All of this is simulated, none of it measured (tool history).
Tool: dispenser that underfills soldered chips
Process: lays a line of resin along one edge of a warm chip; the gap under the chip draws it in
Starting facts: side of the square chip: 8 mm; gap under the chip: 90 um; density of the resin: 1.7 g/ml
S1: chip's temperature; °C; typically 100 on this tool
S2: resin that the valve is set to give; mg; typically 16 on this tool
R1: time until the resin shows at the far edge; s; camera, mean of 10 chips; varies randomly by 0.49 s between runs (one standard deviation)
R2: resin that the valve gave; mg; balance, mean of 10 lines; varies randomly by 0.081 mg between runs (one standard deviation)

run    day   S1    S2     R1     R2
  1      0  100    16   67.6  15.68
  2  0.117  100    16     78  15.56
  3  0.275  100    16     42   15.4
  4  0.379  100    16   47.8  15.25
  5  0.538  100    16   59.3  15.41
  6  0.717  100    16   71.1  15.47
  7  0.817  100    16   80.2  15.43
  8  0.996  100    16   44.9  15.38
  9  1.104  100    16   50.8  15.24
 10  1.275  100    16   58.5  16.01
 11  1.429  100    16   68.1   15.8
 12  1.596  100    16   40.6  15.89
 13  1.712  100  18.6   45.9  18.51
 14  1.867  100  18.6   55.2  18.38
 15   1.95  100  20.5   61.3  20.19
 16    2.1  111    15   52.7  14.91
 17  2.183  111    15   58.5  14.79
 18  2.338  107    16   33.9  15.75
 19  2.488  107    16   41.8  15.75
 20  2.662   96  15.2   71.5  14.95
 21  2.808   90  14.3  103.1  14.06
 22    2.9   99  17.9   38.6   17.4
 23  3.079   99  17.9   47.7  17.49
 24  3.204  104  19.3   46.2  18.66
 25  3.375  104  14.2   59.7  13.73
 26  3.521  113    15   52.6  14.71
 27  3.704  101  15.3   42.8  14.77
 28  3.812  111  19.9   35.4  19.06
 29  3.996  101  13.7   61.1  13.13

Removed from this log: 7 entries logged between the listed runs. Between which two listed runs does each belong, and how does the tool's hidden state at the listed run before it compare with that at the listed run after it?
Runs 2 to 3: new syringe of resin (day 0.183)
  resin's viscosity, % of fresh resin's: 199.1 -> 110.4; dose that the valve gives, % of what is set: 96.97 -> 96.78; true chip temperature over the reading, C: 0.31 -> 0.32
  difference, measured minus the result without the unlogged condition, R1: +38.5 -> +3.8 s; R2: -0.49 -> -0.51 mg
Runs 7 to 8: new syringe of resin (day 0.858)
  resin's viscosity, % of fresh resin's: 207.3 -> 116.7; dose that the valve gives, % of what is set: 96.08 -> 95.85; true chip temperature over the reading, C: 0.38 -> 0.4
  difference, measured minus the result without the unlogged condition, R1: +41.2 -> +6.1 s; R2: -0.63 -> -0.67 mg
Runs 9 to 10: dispensing valve cleaned and set on the balance (day 1.196)
  resin's viscosity, % of fresh resin's: 132.4 -> 153.9; dose that the valve gives, % of what is set: 95.71 -> 99.68; true chip temperature over the reading, C: 0.41 -> 0.42
  difference, measured minus the result without the unlogged condition, R1: +12.2 -> +20 s; R2: -0.69 -> -0.05 mg
Runs 11 to 12: new syringe of resin (day 1.558)
  resin's viscosity, % of fresh resin's: 183.6 -> 105.4; dose that the valve gives, % of what is set: 99.47 -> 99.28; true chip temperature over the reading, C: 0.44 -> 0.45
  difference, measured minus the result without the unlogged condition, R1: +30.7 -> +1.5 s; R2: -0.08 -> -0.12 mg
Runs 17 to 18: new syringe of resin (day 2.238)
  resin's viscosity, % of fresh resin's: 208.7 -> 111.7; dose that the valve gives, % of what is set: 98.51 -> 98.33; true chip temperature over the reading, C: 0.51 -> 0.52
  difference, measured minus the result without the unlogged condition, R1: +30 -> +3.1 s; R2: -0.22 -> -0.27 mg
Runs 21 to 22: new syringe of resin (day 2.9)
  resin's viscosity, % of fresh resin's: 193.6 -> 99.1; dose that the valve gives, % of what is set: 97.7 -> 97.59
  difference, measured minus the result without the unlogged condition, R1: +49 -> -1.1 s; R2: -0.33 -> -0.44 mg
Runs 26 to 27: new syringe of resin (day 3.562)
  resin's viscosity, % of fresh resin's: 203.8 -> 115.8; dose that the valve gives, % of what is set: 96.75 -> 96.52; true chip temperature over the reading, C: 0.64 -> 0.65
  difference, measured minus the result without the unlogged condition, R1: +26.4 -> +5.4 s; R2: -0.5 -> -0.54 mg
